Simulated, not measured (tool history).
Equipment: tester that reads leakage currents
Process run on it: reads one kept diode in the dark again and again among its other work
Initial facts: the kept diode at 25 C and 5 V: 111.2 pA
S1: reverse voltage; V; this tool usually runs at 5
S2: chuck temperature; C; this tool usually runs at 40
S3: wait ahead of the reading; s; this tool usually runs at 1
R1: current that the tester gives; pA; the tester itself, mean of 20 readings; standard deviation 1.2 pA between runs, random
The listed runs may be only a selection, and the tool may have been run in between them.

| run | day | S1 | S2 | S3 | R1 |
|---|---|---|---|---|---|
| 1 | 0 | 5 | 40 | 1 | 380.27 |
| 2 | 1.346 | 5 | 40 | 1 | 378.97 |
| 3 | 2.3 | 5 | 40 | 1 | 379.97 |
| 4 | 3.279 | 5 | 40 | 1 | 377.49 |
| 5 | 4.004 | 5 | 40 | 1 | 378.11 |
| 6 | 4.683 | 5 | 40 | 1 | 378.71 |
| 7 | 5.517 | 1.19 | 40 | 1 | 160.51 |
| 8 | 6.433 | 1.19 | 40 | 1 | 160.12 |
| 9 | 7.4 | 1.19 | 40 | 1 | 160.23 |
| 10 | 8.838 | 1.19 | 40 | 1 | 159.58 |
| 11 | 10.271 | 5 | 40 | 1 | 378.9 |
| 12 | 10.979 | 2.66 | 40 | 1 | 259.68 |
| 13 | 12.471 | 2.66 | 32 | 3.34 | 131.57 |
| 14 | 13.7 | 2.66 | 32 | 3.34 | 131.89 |
| 15 | 14.712 | 1.5 | 32 | 7.72 | 93.15 |
| 16 | 16.025 | 7.92 | 42 | 0.48 | 582.75 |
| 17 | 17.15 | 6.71 | 39 | 1 | 415.45 |
| 18 | 18.15 | 4.88 | 38 | 0.51 | 315.55 |
| 19 | 19.362 | 6.04 | 46 | 0.34 | 685.41 |
| 20 | 20.342 | 8.83 | 40 | 1 | 530.39 |
| 21 | 21.2 | 1.52 | 40 | 1 | 183.53 |
| 22 | 22.354 | 1.52 | 40 | 1 | 184.41 |
| 23 | 23.096 | 1.52 | 40 | 1 | 184.36 |
| 24 | 23.85 | 1.52 | 40 | 1 | 184.37 |

For some of the steps in R1 from one run to the next: how much would appear even if the tool had no hidden state, given the settings, what came in and random variation, and how much remains for the hidden state plus any gauge scatter that the measured result and the result without hidden state don't share?
Hidden state present: stray current of the dirty probe card, pA a volt; current scale over the true one, %; true chuck temperature over the reading, C; drift of the gauge itself on leakage_pa, %.
Run 15 -> 16: S1 1.5 -> 7.92, S2 32 -> 42, S3 7.72 -> 0.48. R1 +489.6 pA: hidden state -33.07, all else +522.67.
Run 18 -> 19: S1 4.88 -> 6.04, S2 38 -> 46, S3 0.51 -> 0.34. R1 +369.86 pA: hidden state -25.27, all else +395.13.

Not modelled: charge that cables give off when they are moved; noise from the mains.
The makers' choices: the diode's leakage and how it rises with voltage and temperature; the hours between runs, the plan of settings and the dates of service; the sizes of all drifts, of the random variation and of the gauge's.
